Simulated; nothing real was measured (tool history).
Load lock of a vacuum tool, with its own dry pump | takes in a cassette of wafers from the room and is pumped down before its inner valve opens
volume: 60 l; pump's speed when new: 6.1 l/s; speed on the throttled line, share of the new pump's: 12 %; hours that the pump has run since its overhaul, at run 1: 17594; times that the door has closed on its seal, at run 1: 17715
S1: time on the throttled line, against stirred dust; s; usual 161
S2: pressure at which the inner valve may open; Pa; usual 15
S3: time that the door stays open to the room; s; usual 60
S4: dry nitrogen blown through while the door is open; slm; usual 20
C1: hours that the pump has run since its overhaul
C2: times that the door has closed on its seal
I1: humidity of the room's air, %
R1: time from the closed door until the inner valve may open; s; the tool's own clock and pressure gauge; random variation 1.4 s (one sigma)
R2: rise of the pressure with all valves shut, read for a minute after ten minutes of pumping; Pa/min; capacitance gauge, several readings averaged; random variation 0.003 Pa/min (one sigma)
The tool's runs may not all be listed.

run,hour,S1,S2,S3,S4,C1,C2,I1,R1,R2
1,0.0,161,15,60,20,17594,17715,40.3,231.6,0.016
2,273.6,161,15,60,20,17868,18043,44.3,227.5,0.012
3,706.1,161,15,60,20,18300,18561,45.4,229.1,0.016
4,974.1,161,15,60,20,18568,18883,42.2,228.6,0.016
5,1295.8,161,15,60,20,18890,19268,43.5,226.0,0.018
6,1701.4,161,15,60,20,19296,19755,44.5,228.3,0.019
7,2140.8,161,15,60,20,19735,20281,46.1,229.2,0.019
8,2387.8,161,15,60,20,19982,20577,43.2,226.7,0.021
9,2794.3,161,15,60,20,20389,21065,43.0,229.2,0.019
10,3176.0,161,15,60,20,20770,21522,39.6,229.2,0.017
11,3530.6,161,15,60,20,21125,21947,43.6,228.0,0.022
# hour 3917.3: dry pump taken out, an overhauled one fitted
12,3973.4,161,15,60,27,56,22471,45.1,228.9,0.016
13,4260.7,161,15,60,27,343,22815,43.8,228.3,0.016
14,4535.4,161,15,60,27,618,23144,47.4,227.8,0.014
15,4770.8,161,15,60,20,854,23426,39.9,228.9,0.014
16,5191.8,161,15,60,20,1274,23931,46.3,229.9,0.016
17,5537.3,161,15,60,23,1620,24345,46.5,229.1,0.019
18,5785.6,161,15,60,23,1868,24643,46.6,226.3,0.022
19,6029.2,158,23,111,5,2112,24935,48.9,220.3,0.045
20,6499.9,120,10,37,5,2583,25499,43.2,198.6,0.030
21,6840.1,295,17,196,20,2923,25907,44.1,344.0,0.023
22,7142.5,161,11,60,20,3225,26269,47.5,233.9,0.014
23,7478.1,104,27,60,4,3561,26672,45.0,171.9,0.044
24,7943.2,104,27,60,4,4026,27229,42.5,172.4,0.036
25,8262.9,161,15,62,17,4346,27612,45.3,229.9,0.020
26,8523.3,161,14,215,17,4606,27924,44.3,228.7,0.031
27,8816.5,161,26,215,17,4899,28276,42.1,223.6,0.028
28,9028.2,207,26,239,17,5111,28530,46.5,262.4,0.034
29,9453.8,207,26,239,17,5536,29040,44.6,263.0,0.032
30,9662.9,207,26,239,17,5746,29290,44.3,263.2,0.034
31,10140.0,207,26,239,17,6223,29862,44.7,262.3,0.032
32,10381.5,161,14,194,18,6464,30152,43.4,228.5,0.029
33,10575.5,161,14,194,18,6658,30384,42.7,228.2,0.032

Hidden state at the last listed run before each entry between runs and at the first one after, where it differs:
Between runs 11 and 12: dry pump taken out, an overhauled one fitted (hour 3917.3)
  pump's speed, % of a new pump's: 99.7 -> 100; leak at the door's seal, Pa l/s: 0.0026 -> 0.0027
